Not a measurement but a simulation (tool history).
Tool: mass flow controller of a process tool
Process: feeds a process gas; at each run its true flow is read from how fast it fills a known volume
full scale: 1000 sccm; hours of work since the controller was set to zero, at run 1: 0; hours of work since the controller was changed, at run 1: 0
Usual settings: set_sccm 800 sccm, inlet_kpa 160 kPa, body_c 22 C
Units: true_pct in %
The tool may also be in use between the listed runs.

run,hour,set_sccm,inlet_kpa,body_c,hours of work since the controller was set to zero,hours of work since the controller was changed,true_pct
1,0,800,160,22,0,0,98.93
2,449.2,800,160,22,165,165,98.9
3,697.6,800,160,22,257,257,98.73
4,1142.6,800,160,22,421,421,98.8
5,1536.8,523,160,22,566,566,97.71
6,1788,523,160,28,658,658,98.3
7,2091.2,523,160,28,770,770,98.24
8,2489.9,800,160,22,916,916,98.46
9,2873.9,800,160,22,1058,1058,98.57
# hour 2914.6: controller's zero set anew
10,3149.7,160,232,28,87,1159,96.04
11,3443.2,632,232,30,195,1267,98.81
12,3666.6,632,232,30,277,1349,98.81
13,3888.8,121,272,33,359,1431,95.57
14,4410.5,121,272,33,551,1623,95.36
# hour 4479.7: controller's zero set anew, once more
15,4785.9,150,179,22,113,1761,96.69
16,5100.6,800,213,22,229,1877,98.95
17,5465.7,800,213,22,363,2011,98.83
18,5929.3,800,160,27,534,2182,98.65

5 ways to go on from here, each from the tool as it stands after run 18. What would each give?
A,6245.8,800,146,35,650,2298,?
B,6245.8,800,160,26,650,2298,?
C,6245.8,117,224,25,650,2298,?
D,6245.8,800,180,27,650,2298,?
E,6245.8,388,151,22,650,2298,?

run,true_pct
A,99.31
B,98.67
C,96.19
D,99.03
E,96.97
Without the tool's hidden state the same runs would have given:
run,true_pct
A,99.89
B,99.26
C,97.6
D,99.62
E,97.71

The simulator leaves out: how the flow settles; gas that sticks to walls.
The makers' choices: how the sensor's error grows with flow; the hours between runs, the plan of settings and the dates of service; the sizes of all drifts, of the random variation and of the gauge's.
